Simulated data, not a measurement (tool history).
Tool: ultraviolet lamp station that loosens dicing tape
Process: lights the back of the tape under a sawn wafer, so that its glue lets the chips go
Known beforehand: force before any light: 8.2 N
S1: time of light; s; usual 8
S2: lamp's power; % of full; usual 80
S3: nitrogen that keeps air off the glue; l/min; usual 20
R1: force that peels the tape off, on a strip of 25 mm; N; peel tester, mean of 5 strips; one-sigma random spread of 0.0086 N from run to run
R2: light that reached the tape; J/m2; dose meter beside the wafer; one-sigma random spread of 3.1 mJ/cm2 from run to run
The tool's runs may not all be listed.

run   hour  S1  S2  S3     R1    R2
  1      0   8  80  20  0.542  3940
  2   23.6   8  80  20   0.58  3840
      25.5  -- window cleaned of glue's vapour
  3   37.5   8  86  20  0.321  4860
  4     50   8  86  19  0.346  4830
  5   61.6   8  86  19  0.343  4790
  6   82.6   8  93  20  0.277  5180
  7   94.4   8  80  20   0.43  4390
  8  118.6   8  80  20  0.427  4350
  9  130.5   8  80  20  0.447  4290
 10  141.4   8  80  20   0.45  4350
 11  151.7  14  80  20  0.125  7490
 12  164.5   8  80  20  0.461  4200
 13  184.5   8  80  20  0.477  4190
 14  209.7  10  80  20  0.276  5190
 15  234.9   8  71  20  0.662  3590
 16  252.7   8  71  20  0.676  3600
 17  273.1   8  71  20  0.701  3550
 18  292.7   8  71  20  0.741  3490
 19  306.1   5  71  20  1.762  2160
 20  323.3   8  80   7  1.049  3930
 21  341.4   8  80  20    0.6  3890
 22  360.8   6  80  12  1.402  2870
 23  376.8   6  80  12  1.427  2850
 24    389   6  80  12  1.473  2820
 25  403.3   6  80  12  1.464  2790
     409.4  -- window cleaned of glue's vapour
 26  418.5  14  87   6  0.201  8280
 27  443.3  15  87   6   0.17  8720
 28  454.9  15  87   6  0.187  8660
 29  477.9   5  77  32  1.146  2480
 30    493   9  68  10  0.837  3950
 31  515.8   4  80  16   2.05  2050
 32  531.1   5  65  18  1.938  2060
 33  541.7  10  84  27  0.234  5400
 34  564.4   4  85  27  1.646  2170
 35  586.2   8  78  16  0.626  3860
 36  599.6   8  78  16  0.682  3820
 37  613.4   8  78  16  0.702  3810
 38  632.3   6  69  14  1.677  2550
 39  646.3   8  85  33  0.405  4070
 40  662.1   8  85  33  0.393  4080
 41  683.4   8  91  15  0.559  4310
 42  706.5  10  91  15  0.304  5330

Forecast each of these 4 alternatives for the next run:
  A  719.6  10  68   8   ?   ?
  B  719.6   8  74  20   ?   ?
  C  719.6   8  91  13   ?   ?
  D  719.6  11  74  11   ?   ?

run     R1    R2
  A   0.93  3910
  B  0.774  3400
  C  0.602  4250
  D  0.501  4690
With no hidden state in the tool, these same runs would have given:
run     R1    R2
  A  0.532  5050
  B  0.427  4380
  C  0.321  5470
  D  0.265  6030
